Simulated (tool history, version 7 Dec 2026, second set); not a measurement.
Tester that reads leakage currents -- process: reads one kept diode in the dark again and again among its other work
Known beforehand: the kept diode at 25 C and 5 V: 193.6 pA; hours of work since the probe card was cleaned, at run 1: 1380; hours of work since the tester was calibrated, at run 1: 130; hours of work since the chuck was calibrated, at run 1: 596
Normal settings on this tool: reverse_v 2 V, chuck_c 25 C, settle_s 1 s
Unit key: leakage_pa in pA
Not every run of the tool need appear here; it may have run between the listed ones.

run    hour  reverse_v  chuck_c  settle_s  hours of work since the probe card was cleaned  hours of work since the tester was calibrated  hours of work since the chuck was calibrated  leakage_pa
  1       0          2       25         1                                            1380                                            130                                           596      118.82
      131.6  -- chuck's temperature calibrated
  2   171.5          2       25         1                                            1468                                            218                                            21      132.64
  3   363.5          2       36         1                                            1568                                            318                                           121      314.68
  4   512.2          2       36         1                                            1646                                            396                                           198      309.16
      619.5  -- probe card cleaned and baked
  5   727.7          2       36      2.45                                              56                                            507                                           309      303.76
  6   936.9          2       25         1                                             165                                            616                                           418      123.64
  7  1095.9       3.36       25         1                                             248                                            699                                           501      150.47
  8  1308.1      10.02       25         1                                             359                                            809                                           612      232.11
     1408.4  -- chuck's temperature calibrated
  9  1543.1      10.02       25         1                                             480                                            931                                            70      257.78
 10  1747.7      10.02       25         1                                             587                                           1037                                           177      253.49
 11  1890.7          2       25      2.82                                             662                                           1112                                           251      127.64
 12  2142.5          2       25      2.82                                             793                                           1243                                           383      124.71
 13  2391.6       4.45       57      2.82                                             923                                           1373                                           513     1894.06
 14  2558.6       4.45       57      2.82                                            1010                                           1460                                           600     1861.27
       2677  -- chuck's temperature calibrated
 15  2746.6       4.45       57      2.82                                            1107                                           1557                                            36     2021.12
 16  2863.3       2.64       24      9.24                                            1168                                           1618                                            97      135.68
 17  3115.7       2.64       24      9.24                                            1299                                           1749                                           229      132.25
 18  3231.2       2.95       38      9.25                                            1359                                           1810                                           289      418.85
 19  3487.4       2.54       31      6.28                                            1493                                           1943                                           422         223
 20  3706.9          2       23      2.96                                            1607                                           2058                                           537      103.04
     3773.6  -- tester calibrated
     3892.3  -- probe card cleaned and baked
 21  3914.1          2       23      2.96                                              11                                             72                                           642       98.37

Had the tool no unlogged condition, and each run kept its random variation, what would the results have been?
Hidden state at play: stray current of the dirty probe card, pA a volt; current scale over the true one, %; true chuck temperature over the reading, C; drift of the gauge itself on leakage_pa, %.
run  leakage_pa
  1      132.87
  2      132.85
  3      321.01
  4      319.32
  5      319.91
  6      133.14
  7      164.52
  8      258.47
  9      258.48
 10      259.15
 11      132.78
 12      132.89
 13     2031.01
 14     2021.62
 15     2022.77
 16      137.29
 17      136.96
 18      437.55
 19      238.89
 20      113.12
 21      112.77
